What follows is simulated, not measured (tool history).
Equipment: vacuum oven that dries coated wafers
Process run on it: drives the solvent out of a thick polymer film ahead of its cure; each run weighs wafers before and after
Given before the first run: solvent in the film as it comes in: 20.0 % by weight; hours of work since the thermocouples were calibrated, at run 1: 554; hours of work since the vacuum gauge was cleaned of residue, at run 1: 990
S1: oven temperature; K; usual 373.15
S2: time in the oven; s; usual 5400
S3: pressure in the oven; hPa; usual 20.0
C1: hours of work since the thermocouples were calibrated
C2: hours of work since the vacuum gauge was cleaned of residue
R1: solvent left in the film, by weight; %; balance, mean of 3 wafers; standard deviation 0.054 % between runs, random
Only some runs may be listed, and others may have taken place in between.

run	hour	S1	S2	S3	C1	C2	R1
1	0.0	373.15	5400	20.0	554	990	2.57
2	26.4	373.15	5400	20.0	568	1004	2.56
3	51.8	373.15	5400	20.0	581	1018	2.61
4	76.5	373.15	5400	20.0	595	1031	2.54
5	90.8	373.15	5400	20.0	603	1039	2.58
6	117.1	374.15	5400	20.0	617	1053	2.35
7	136.9	369.15	5400	20.0	627	1064	3.59
8	158.1	369.15	5400	20.0	639	1075	3.69
9	171.1	369.15	5400	20.0	646	1082	3.71
10	186.3	369.15	5400	20.0	654	1090	3.68
11	205.6	369.15	5400	20.0	664	1101	3.71
12	230.0	369.15	8520	20.0	678	1114	2.29
13	247.5	369.15	8520	20.0	687	1123	2.27
14	275.1	369.15	8520	20.0	702	1138	2.34
15	288.4	369.15	8520	20.0	709	1146	2.29
# hour 292.4: vacuum gauge cleaned of residue and calibrated
16	318.1	369.15	8520	20.0	724	14	2.46
# hour 341.4: vacuum gauge cleaned of residue and calibrated, once more
17	349.3	370.15	5220	71.2	740	4	6.27
18	367.3	381.15	5220	21.8	750	14	1.31
19	379.9	368.15	6780	21.8	757	21	2.98
20	409.3	373.15	8700	68.5	773	37	4.08
21	430.6	373.15	8700	68.5	784	48	4.19
22	446.7	384.15	8700	68.5	793	57	2.69
23	461.9	384.15	4380	30.7	801	65	1.59
24	487.2	373.15	5400	23.2	815	79	2.71
25	514.0	373.15	7440	11.9	829	93	1.21
26	534.9	373.15	7440	11.9	841	104	1.14
27	551.9	373.15	5940	20.0	850	114	2.08
28	580.3	376.15	3540	20.0	865	129	3.29
29	600.2	376.15	3540	20.0	876	140	3.36
30	615.6	368.15	5580	21.3	884	148	3.69
31	640.9	376.15	4560	20.0	898	162	2.42
32	666.2	374.15	2760	11.5	912	175	4.95

4 ways to go on from here, each from the tool as it stands after run 32. What would each give?
A	695.1	358.15	5400	20.0	927	191	?
B	695.1	388.15	9300	24.4	927	191	?
C	695.1	367.15	5400	10.7	927	191	?
D	695.1	374.15	5700	56.6	927	191	?

run	R1
A	7.57
B	0.87
C	3.69
D	4.11
Had the tool no hidden state, the same runs would have come out as:
run	R1
A	6.81
B	0.79
C	3.11
D	3.66
